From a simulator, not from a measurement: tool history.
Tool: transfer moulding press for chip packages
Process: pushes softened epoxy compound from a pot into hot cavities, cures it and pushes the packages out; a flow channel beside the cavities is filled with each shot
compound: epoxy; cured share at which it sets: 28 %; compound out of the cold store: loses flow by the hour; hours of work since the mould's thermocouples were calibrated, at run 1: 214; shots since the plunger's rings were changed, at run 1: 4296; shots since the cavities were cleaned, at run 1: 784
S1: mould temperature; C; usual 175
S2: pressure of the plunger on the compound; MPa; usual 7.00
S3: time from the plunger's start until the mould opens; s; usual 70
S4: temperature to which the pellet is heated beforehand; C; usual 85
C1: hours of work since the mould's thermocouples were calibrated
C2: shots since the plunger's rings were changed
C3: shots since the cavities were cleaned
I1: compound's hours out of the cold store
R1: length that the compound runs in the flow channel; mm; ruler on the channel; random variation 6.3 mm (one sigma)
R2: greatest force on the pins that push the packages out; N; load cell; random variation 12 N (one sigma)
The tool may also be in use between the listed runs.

run 1 hour=0.0 | S1=175 S2=7.00 S3=70 S4=85 | C1=214 C2=4296 C3=784 | I1=14.8 | R1=740 R2=578
-- hour=7.8 cavities cleaned with cleaning compound and waxed
-- hour=74.2 plunger's sealing rings changed
-- hour=75.7 cavities cleaned with cleaning compound and waxed
run 2 hour=75.7 | S1=175 S2=7.00 S3=70 S4=85 | C1=262 C2=0 C3=0 | I1=23.9 | R1=727 R2=537
-- hour=138.0 cavities cleaned with cleaning compound and waxed
run 3 hour=172.6 | S1=175 S2=7.00 S3=70 S4=85 | C1=328 C2=1386 C3=504 | I1=11.2 | R1=772 R2=586
-- hour=198.1 cavities cleaned with cleaning compound and waxed
run 4 hour=252.0 | S1=175 S2=7.00 S3=70 S4=85 | C1=382 C2=2517 C3=782 | I1=38.2 | R1=681 R2=559
-- hour=260.6 cavities cleaned with cleaning compound and waxed
run 5 hour=313.7 | S1=175 S2=7.00 S3=70 S4=85 | C1=423 C2=3393 C3=772 | I1=45.6 | R1=661 R2=575
-- hour=321.2 cavities cleaned with cleaning compound and waxed
run 6 hour=363.6 | S1=174 S2=7.00 S3=70 S4=85 | C1=456 C2=4097 C3=617 | I1=39.5 | R1=669 R2=595
-- hour=380.1 cavities cleaned with cleaning compound and waxed
run 7 hour=423.0 | S1=174 S2=7.00 S3=70 S4=85 | C1=496 C2=4938 C3=623 | I1=14.3 | R1=747 R2=621
-- hour=441.8 cavities cleaned with cleaning compound and waxed
-- hour=455.3 plunger's sealing rings changed
-- hour=505.2 cavities cleaned with cleaning compound and waxed
run 8 hour=515.1 | S1=174 S2=7.00 S3=70 S4=85 | C1=556 C2=847 C3=144 | I1=34.5 | R1=692 R2=588
-- hour=565.6 cavities cleaned with cleaning compound and waxed
run 9 hour=607.6 | S1=175 S2=7.00 S3=70 S4=80 | C1=619 C2=2169 C3=610 | I1=35.5 | R1=686 R2=588
-- hour=630.9 cavities cleaned with cleaning compound and waxed
-- hour=691.0 cavities cleaned with cleaning compound and waxed
run 10 hour=698.3 | S1=175 S2=7.00 S3=70 S4=80 | C1=679 C2=3444 C3=107 | I1=14.0 | R1=749 R2=581
-- hour=751.2 cavities cleaned with cleaning compound and waxed
run 11 hour=789.5 | S1=175 S2=7.00 S3=70 S4=80 | C1=741 C2=4748 C3=557 | I1=28.4 | R1=690 R2=592
-- hour=811.9 cavities cleaned with cleaning compound and waxed
-- hour=837.5 plunger's sealing rings changed
-- hour=874.2 cavities cleaned with cleaning compound and waxed
run 12 hour=886.0 | S1=179 S2=7.00 S3=70 S4=85 | C1=804 C2=682 C3=171 | I1=10.4 | R1=750 R2=460
-- hour=933.4 cavities cleaned with cleaning compound and waxed
run 13 hour=982.2 | S1=179 S2=7.00 S3=70 S4=85 | C1=869 C2=2058 C3=708 | I1=42.3 | R1=670 R2=440
-- hour=992.9 cavities cleaned with cleaning compound and waxed
-- hour=1000.7 mould's thermocouples calibrated
-- hour=1059.5 cavities cleaned with cleaning compound and waxed
run 14 hour=1063.2 | S1=172 S2=7.00 S3=65 S4=80 | C1=42 C2=3163 C3=54 | I1=20.0 | R1=739 R2=911
run 15 hour=1110.7 | S1=170 S2=6.34 S3=70 S4=86 | C1=75 C2=3854 C3=745 | I1=9.0 | R1=742 R2=889
-- hour=1118.8 cavities cleaned with cleaning compound and waxed
run 16 hour=1166.5 | S1=170 S2=6.34 S3=70 S4=86 | C1=112 C2=4642 C3=693 | I1=43.7 | R1=646 R2=797
-- hour=1181.1 cavities cleaned with cleaning compound and waxed
-- hour=1215.5 plunger's sealing rings changed
run 17 hour=1230.5 | S1=172 S2=7.00 S3=70 S4=86 | C1=154 C2=219 C3=682 | I1=21.8 | R1=727 R2=712
-- hour=1245.5 cavities cleaned with cleaning compound and waxed
-- hour=1306.3 cavities cleaned with cleaning compound and waxed
run 18 hour=1316.8 | S1=172 S2=5.50 S3=60 S4=86 | C1=211 C2=1429 C3=152 | I1=31.1 | R1=618 R2=1057
-- hour=1370.0 cavities cleaned with cleaning compound and waxed
run 19 hour=1395.9 | S1=173 S2=7.90 S3=90 S4=89 | C1=265 C2=2557 C3=376 | I1=43.2 | R1=721 R2=419
-- hour=1431.1 cavities cleaned with cleaning compound and waxed
run 20 hour=1448.8 | S1=173 S2=8.01 S3=50 S4=76 | C1=300 C2=3305 C3=259 | I1=32.5 | R1=740 R2=1543
-- hour=1491.9 cavities cleaned with cleaning compound and waxed
run 21 hour=1517.4 | S1=175 S2=7.53 S3=70 S4=84 | C1=346 C2=4279 C3=370 | I1=41.1 | R1=691 R2=559
-- hour=1556.3 cavities cleaned with cleaning compound and waxed
run 22 hour=1565.8 | S1=177 S2=6.32 S3=70 S4=85 | C1=379 C2=4961 C3=138 | I1=47.9 | R1=608 R2=490
-- hour=1593.5 plunger's sealing rings changed
-- hour=1620.7 cavities cleaned with cleaning compound and waxed
run 23 hour=1643.5 | S1=177 S2=6.32 S3=70 S4=85 | C1=429 C2=704 C3=330 | I1=36.4 | R1=652 R2=502
-- hour=1686.1 cavities cleaned with cleaning compound and waxed
run 24 hour=1742.7 | S1=175 S2=7.00 S3=60 S4=85 | C1=497 C2=2124 C3=822 | I1=15.2 | R1=742 R2=913
-- hour=1750.1 cavities cleaned with cleaning compound and waxed
run 25 hour=1799.3 | S1=167 S2=7.00 S3=95 S4=90 | C1=535 C2=2926 C3=716 | I1=35.3 | R1=693 R2=495
-- hour=1810.0 cavities cleaned with cleaning compound and waxed
run 26 hour=1851.9 | S1=174 S2=7.10 S3=84 S4=89 | C1=570 C2=3669 C3=609 | I1=37.9 | R1=692 R2=409

4 ways to go on from here, each from the tool as it stands after run 26. What would each give?
-- hour=1874.5 cavities cleaned with cleaning compound and waxed
run A hour=1924.8 | S1=174 S2=7.82 S3=84 S4=89 | C1=619 C2=4706 C3=732 | I1=11.6 | R1=? R2=?
-- hour=1874.5 cavities cleaned with cleaning compound and waxed
run B hour=1924.8 | S1=174 S2=6.05 S3=70 S4=85 | C1=619 C2=4706 C3=732 | I1=43.1 | R1=? R2=?
-- hour=1874.5 cavities cleaned with cleaning compound and waxed
run C hour=1924.8 | S1=169 S2=7.00 S3=91 S4=93 | C1=619 C2=4706 C3=732 | I1=38.6 | R1=? R2=?
-- hour=1874.5 cavities cleaned with cleaning compound and waxed
run D hour=1924.8 | S1=170 S2=6.56 S3=73 S4=89 | C1=619 C2=4706 C3=732 | I1=16.2 | R1=? R2=?

run=A R1=807 R2=418
run=B R1=624 R2=600
run=C R1=678 R2=476
run=D R1=723 R2=744
Without the tool's hidden state the same runs would have given:
run=A R1=810 R2=411
run=B R1=626 R2=590
run=C R1=680 R2=468
run=D R1=725 R2=732
